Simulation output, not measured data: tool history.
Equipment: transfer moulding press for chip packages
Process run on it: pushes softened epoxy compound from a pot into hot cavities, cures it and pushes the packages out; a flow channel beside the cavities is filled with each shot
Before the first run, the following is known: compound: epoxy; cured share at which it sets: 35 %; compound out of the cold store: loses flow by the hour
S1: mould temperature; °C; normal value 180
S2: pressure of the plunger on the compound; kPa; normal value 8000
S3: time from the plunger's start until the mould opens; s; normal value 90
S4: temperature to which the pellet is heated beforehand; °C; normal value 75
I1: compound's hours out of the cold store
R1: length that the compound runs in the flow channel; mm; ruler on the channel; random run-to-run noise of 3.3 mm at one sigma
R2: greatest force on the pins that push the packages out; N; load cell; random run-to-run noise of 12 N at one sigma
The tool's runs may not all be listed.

| run | hour | S1 | S2 | S3 | S4 | I1 | R1 | R2 |
|---|---|---|---|---|---|---|---|---|
| 1 | 0 | 180 | 8000 | 90 | 75 | 33.9 | 631 | 846 |
| 2 | 22.7 | 180 | 8000 | 90 | 75 | 15.9 | 669 | 1117 |
|  | 25.6 | cavities cleaned with cleaning compound and waxed |
| 3 | 47.7 | 180 | 8000 | 90 | 75 | 27.6 | 646 | 1211 |
| 4 | 58.9 | 180 | 8000 | 90 | 75 | 11.5 | 674 | 1302 |
|  | 64.4 | cavities cleaned with cleaning compound and waxed |
| 5 | 76.3 | 180 | 8000 | 90 | 75 | 40.8 | 618 | 807 |
| 6 | 94.2 | 180 | 8000 | 90 | 75 | 44.1 | 609 | 1050 |
|  | 103.3 | cavities cleaned with cleaning compound and waxed |
| 7 | 113.8 | 180 | 8000 | 121 | 75 | 11.9 | 671 | 660 |
| 8 | 133.5 | 180 | 8000 | 121 | 75 | 11.4 | 664 | 861 |
|  | 141.3 | cavities cleaned with cleaning compound and waxed |
| 9 | 159.1 | 180 | 8000 | 90 | 69 | 20.7 | 638 | 948 |
|  | 173.9 | cavities cleaned with cleaning compound and waxed, once more |
| 10 | 181.6 | 180 | 8000 | 90 | 69 | 14 | 651 | 734 |
| 11 | 191.9 | 180 | 8000 | 90 | 75 | 23.7 | 628 | 926 |
|  | 212.8 | cavities cleaned with cleaning compound and waxed |
| 12 | 213.3 | 180 | 8000 | 90 | 75 | 8.8 | 648 | 589 |
| 13 | 223.2 | 180 | 8000 | 90 | 75 | 25 | 621 | 799 |
| 14 | 238 | 180 | 8850 | 76 | 66 | 9.1 | 685 | 1445 |
|  | 250.6 | cavities cleaned with cleaning compound and waxed |
| 15 | 262.6 | 175 | 7770 | 90 | 75 | 10.8 | 643 | 1210 |
| 16 | 273.1 | 175 | 7770 | 90 | 75 | 13.3 | 640 | 1417 |
|  | 289.7 | cavities cleaned with cleaning compound and waxed |
| 17 | 293.8 | 185 | 8030 | 75 | 84 | 37.8 | 584 | 635 |
| 18 | 305.5 | 180 | 8700 | 90 | 75 | 28.1 | 629 | 881 |
| 19 | 320.9 | 180 | 8700 | 90 | 75 | 9.8 | 667 | 1104 |
|  | 327.3 | cavities cleaned with cleaning compound and waxed |
| 20 | 345.3 | 180 | 8000 | 94 | 66 | 17.7 | 618 | 902 |
|  | 365.4 | cavities cleaned with cleaning compound and waxed |
| 21 | 368.4 | 180 | 8000 | 94 | 66 | 35.8 | 584 | 583 |
| 22 | 386.2 | 173 | 8000 | 84 | 81 | 18.3 | 623 | 1792 |

Expected results for the next run?
|  | 397.8 | plunger's sealing rings changed |
|  | 406.6 | cavities cleaned with cleaning compound and waxed |
| 23 | 411.3 | 173 | 8000 | 84 | 81 | 18.7 | ? | ? |

Run 23 gave R1 692 mm, R2 1319 N.
The same run, on a tool lacking any hidden state, would have yielded R1 696 mm, R2 1119 N.

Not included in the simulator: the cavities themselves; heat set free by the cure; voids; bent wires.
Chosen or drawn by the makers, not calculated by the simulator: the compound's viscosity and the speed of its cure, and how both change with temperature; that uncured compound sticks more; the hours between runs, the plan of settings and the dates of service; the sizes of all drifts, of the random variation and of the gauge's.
